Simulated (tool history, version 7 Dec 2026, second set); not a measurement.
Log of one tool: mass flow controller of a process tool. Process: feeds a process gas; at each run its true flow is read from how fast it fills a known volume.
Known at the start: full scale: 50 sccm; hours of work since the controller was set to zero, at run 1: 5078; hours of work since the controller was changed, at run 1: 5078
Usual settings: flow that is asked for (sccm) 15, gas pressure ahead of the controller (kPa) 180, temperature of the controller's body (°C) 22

run     day  flow that is asked for (sccm)  gas pressure ahead of the controller (kPa)  temperature of the controller's body (°C)  hours of work since the controller was set to zero  hours of work since the controller was changed  true flow (%)
  1       0                             15                                         180                                         22                                                5078                                            5078          98.15
  2   9.888                             16                                         180                                         22                                                5241                                            5241          98.12
  3  20.033                             16                                         180                                         22                                                5409                                            5409           98.1
  4  25.962                             16                                         180                                         22                                                5507                                            5507          98.16
  5  35.196                             16                                         180                                         22                                                5659                                            5659          98.16
  6  40.629                             16                                         180                                         22                                                5749                                            5749          98.09
     41.371  -- controller's zero set anew
  7  48.817                             16                                         180                                         22                                                 123                                            5884          98.51
  8  57.138                             16                                         144                                         21                                                 260                                            6021          98.46
  9  62.029                             16                                         144                                         21                                                 341                                            6102          98.17
 10  71.212                             38                                         144                                         28                                                 493                                            6254          99.02
 11  80.271                             13                                         187                                         37                                                 643                                            6404         100.03
 12  84.483                             48                                         202                                         24                                                 712                                            6473          99.27

Run 13 comes next. What will it give?
     85.175  -- controller's zero set anew, once more
 13  91.562                             24                                         162                                         26                                                 106                                            6590              ?

{"run 13": {"true flow (%)": 97.56}}
Without the tool's hidden state the same run would have given true flow (%) 98.65.
